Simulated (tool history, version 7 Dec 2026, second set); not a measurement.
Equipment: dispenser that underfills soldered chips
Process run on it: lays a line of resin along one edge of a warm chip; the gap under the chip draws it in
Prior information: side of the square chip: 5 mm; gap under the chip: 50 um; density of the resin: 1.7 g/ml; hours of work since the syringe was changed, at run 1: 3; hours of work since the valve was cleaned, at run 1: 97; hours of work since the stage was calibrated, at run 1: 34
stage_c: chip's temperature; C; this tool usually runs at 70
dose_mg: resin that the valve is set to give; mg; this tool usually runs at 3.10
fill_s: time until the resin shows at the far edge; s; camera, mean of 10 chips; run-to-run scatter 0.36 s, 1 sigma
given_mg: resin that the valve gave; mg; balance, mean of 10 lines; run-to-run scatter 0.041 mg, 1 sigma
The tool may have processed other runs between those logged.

run,hour,stage_c,dose_mg,hours of work since the syringe was changed,hours of work since the valve was cleaned,hours of work since the stage was calibrated,fill_s,given_mg
1,0.0,70,3.10,3,97,34,25.3,2.85
# hour 9.1: new syringe of resin
2,9.5,71,3.10,0,103,40,19.9,2.88
3,18.4,70,3.22,6,109,46,34.1,2.89
# hour 22.2: new syringe of resin
4,25.9,70,3.22,2,113,50,24.7,2.94
5,29.9,70,3.10,5,116,53,30.7,2.72
# hour 35.2: new syringe of resin
6,39.2,70,3.62,3,122,59,24.0,3.22
7,46.0,70,3.62,7,126,63,36.1,3.20
# hour 47.9: new syringe of resin
8,53.9,70,3.62,4,131,68,28.1,3.14
# hour 58.9: dispensing valve cleaned and set on the balance
9,60.4,70,3.10,7,1,71,38.1,3.13
# hour 62.1: new syringe of resin
10,64.4,70,3.10,2,3,74,23.0,3.14
11,72.4,70,3.10,7,8,79,36.0,3.08
# hour 74.8: new syringe of resin
12,81.6,70,3.10,4,14,85,29.6,3.02
13,86.8,70,3.10,8,17,88,38.7,2.93
# hour 87.7: new syringe of resin
14,96.3,78,3.10,5,23,94,25.5,3.00
# hour 101.0: new syringe of resin
15,102.2,67,3.10,1,27,97,24.0,3.01
16,110.0,67,3.10,6,32,102,38.0,3.00
# hour 114.2: new syringe of resin
17,116.9,67,3.10,2,36,106,26.5,2.95
18,124.2,67,3.10,6,41,111,40.5,2.99
# hour 126.9: new syringe of resin
19,132.0,77,2.76,3,45,116,21.5,2.61
# hour 139.7: new syringe of resin
20,139.7,80,2.95,0,50,121,14.9,2.91
21,147.8,57,3.15,5,55,126,52.5,2.92
# hour 152.7: new syringe of resin
22,152.7,57,3.15,0,58,129,33.1,2.98
23,158.7,82,3.08,4,62,133,18.2,2.86
# hour 165.7: new syringe of resin
24,166.4,82,3.50,0,67,137,13.7,3.26
25,172.9,77,3.63,5,71,141,23.6,3.31
# hour 178.9: new syringe of resin
26,181.2,85,3.10,1,76,146,13.8,2.79
27,186.6,85,3.10,5,79,150,19.8,2.87
# hour 191.9: new syringe of resin
28,192.2,85,3.10,0,83,153,12.2,2.88
29,198.5,85,3.10,4,87,157,18.0,2.89
30,203.9,85,3.16,8,90,161,23.9,2.93
# hour 204.9: new syringe of resin
31,212.1,85,3.16,5,95,166,18.1,2.82
# hour 218.1: new syringe of resin
32,219.7,75,3.80,1,100,170,19.4,3.44
33,225.9,60,2.73,5,104,174,50.3,2.47
# hour 231.2: new syringe of resin
34,231.2,60,2.90,0,107,178,30.7,2.61
35,238.1,60,2.90,4,112,182,46.8,2.58

What if the next run were any one of these 3? Each begins from the tool's condition after run 35:
# hour 244.1: new syringe of resin
A,244.5,76,3.56,0,115,186,?,?
# hour 244.1: new syringe of resin
B,244.5,60,2.90,0,115,186,?,?
# hour 244.1: new syringe of resin
C,244.5,77,2.82,0,115,186,?,?

run,fill_s,given_mg
A,17.2,3.20
B,32.5,2.69
C,17.8,2.49
Without the tool's hidden state the same runs would have given:
run,fill_s,given_mg
A,15.9,3.59
B,29.3,3.01
C,16.0,2.79
